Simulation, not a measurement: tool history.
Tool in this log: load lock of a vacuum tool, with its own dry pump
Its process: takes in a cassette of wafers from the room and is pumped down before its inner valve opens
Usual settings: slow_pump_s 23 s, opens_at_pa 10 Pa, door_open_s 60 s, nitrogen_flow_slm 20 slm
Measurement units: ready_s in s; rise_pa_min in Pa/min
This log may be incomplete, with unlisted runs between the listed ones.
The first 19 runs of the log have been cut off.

run     hour  slow_pump_s  opens_at_pa  door_open_s  nitrogen_flow_slm  hours that the pump has run since its overhaul  times that the door has closed on its seal  incoming humidity of the room's air, %  ready_s  rise_pa_min
 20   5292.2           23           10           81                 20                                            3548                                       43540                                    45.9     40.4        0.042
 21   5608.8           23           10           60                  6                                            3864                                       44453                                    43.1     40.2        0.051
 22   5797.2           23           10          119                 13                                            4053                                       44996                                    43.6     40.9        0.060
 23   6197.7           38           10           55                 33                                            4453                                       46152                                    45.8     53.9        0.027
 24   6600.2           33           12           33                 29                                            4856                                       47312                                    45.7     48.5        0.021
 25   6951.2           33           12           33                 29                                            5207                                       48325                                    47.4     48.0        0.022
 26   7172.6           33           12           33                 29                                            5428                                       48963                                    44.0     49.0        0.024
 27   7556.1           15           10           43                 20                                            5812                                       50070                                    43.1     33.2        0.032
 28   7868.7           46           17           60                 20                                            6124                                       50971                                    44.4     59.2        0.038
 29   8276.2           46           17           60                 20                                            6532                                       52147                                    45.6     58.8        0.038
 30   8619.7           23           10           60                 20                                            6875                                       53137                                    43.5     40.8        0.038
 31   9055.2           21           12           75                 20                                            7311                                       54394                                    45.4     38.1        0.043
 32   9392.5           23           10          203                  7                                            7648                                       55366                                    41.2     40.3        0.094
 33   9795.0           41            8           57                  7                                            8051                                       56527                                    43.1     56.1        0.048
 34   9972.1           13           16          153                  7                                            8228                                       57038                                    47.3     30.6        0.089
 35  10210.6           23           11           60                 20                                            8466                                       57726                                    41.8     40.2        0.035
 36  10629.0           23           11           60                 20                                            8885                                       58933                                    49.2     40.0        0.037

4 ways to go on from here, each from the tool as it stands after run 36. What would each give?
  A  10885.7           39           11          154                 20                                            9141                                       59674                                    42.8        ?            ?
  B  10885.7           23           11          149                 12                                            9141                                       59674                                    42.2        ?            ?
  C  10885.7           23           11          185                 20                                            9141                                       59674                                    43.9        ?            ?
  D  10885.7           42           11           40                  6                                            9141                                       59674                                    47.8        ?            ?

run  ready_s  rise_pa_min
  A     54.8        0.060
  B     40.3        0.072
  C     40.6        0.064
  D     56.5        0.043
Without the tool's unlogged condition, the same runs would have read:
run  ready_s  rise_pa_min
  A     54.8        0.059
  B     40.3        0.071
  C     40.6        0.063
  D     56.4        0.042

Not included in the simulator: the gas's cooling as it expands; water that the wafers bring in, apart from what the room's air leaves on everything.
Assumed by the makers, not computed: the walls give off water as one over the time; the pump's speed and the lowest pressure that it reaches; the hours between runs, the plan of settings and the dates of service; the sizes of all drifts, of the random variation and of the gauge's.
